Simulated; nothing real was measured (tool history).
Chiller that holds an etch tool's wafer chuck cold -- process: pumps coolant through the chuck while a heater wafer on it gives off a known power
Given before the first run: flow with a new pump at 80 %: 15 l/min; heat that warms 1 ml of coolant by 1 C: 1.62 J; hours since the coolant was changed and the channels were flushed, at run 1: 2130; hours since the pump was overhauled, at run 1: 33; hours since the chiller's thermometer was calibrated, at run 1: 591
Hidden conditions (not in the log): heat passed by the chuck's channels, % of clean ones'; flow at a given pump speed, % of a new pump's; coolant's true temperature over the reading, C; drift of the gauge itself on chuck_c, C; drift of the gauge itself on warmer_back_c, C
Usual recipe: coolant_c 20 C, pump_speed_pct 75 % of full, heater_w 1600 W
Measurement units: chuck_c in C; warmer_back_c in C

run     day  coolant_c  pump_speed_pct  heater_w  hours since the coolant was changed and the channels were flushed  hours since the pump was overhauled  hours since the chiller's thermometer was calibrated  chuck_c  warmer_back_c
  1       0         20              75      1600                                                               2130                                   33                                                   591     30.9           4.22
  2   0.721         20              75      1600                                                               2147                                   50                                                   608     31.1           4.26
  3   1.254         20              75      1600                                                               2160                                   63                                                   621     30.8           4.23
  4   2.442         20              75      1600                                                               2188                                   91                                                   649     30.9            4.3
  5   3.433         20              74      1600                                                               2212                                  115                                                   673       31           4.34
  6   4.212         20              74      1600                                                               2231                                  134                                                   692     31.1           4.33
  7   5.317         23              75      1600                                                               2257                                  160                                                   718     33.9           4.24
  8   6.196         23              75      1600                                                               2278                                  181                                                   739     33.8           4.32
  9   7.288         23              75      1600                                                               2304                                  207                                                   766     33.9           4.26
 10   8.333         20              75      1600                                                               2329                                  232                                                   791     30.7           4.35
 11   9.625         20              75      1600                                                               2361                                  264                                                   822     30.9           4.32
 12  10.679         20              75      1600                                                               2386                                  289                                                   847     30.8           4.35
 13  11.762         15              60      1600                                                               2412                                  315                                                   873     28.6           5.47
 14  12.858         21              92       929                                                               2438                                  341                                                   899     26.3           2.07

Run 15, settings as shown, results not yet in. Your forecast:
 15  13.629         10              68      1600                                                               2457                                  360                                                   918        ?              ?

{"run 15": {"chuck_c": 21.9, "warmer_back_c": 4.84}}
With the hidden condition absent and the run-to-run variation left alone, this run would have shown chuck_c 21.9 C, warmer_back_c 4.72 C.

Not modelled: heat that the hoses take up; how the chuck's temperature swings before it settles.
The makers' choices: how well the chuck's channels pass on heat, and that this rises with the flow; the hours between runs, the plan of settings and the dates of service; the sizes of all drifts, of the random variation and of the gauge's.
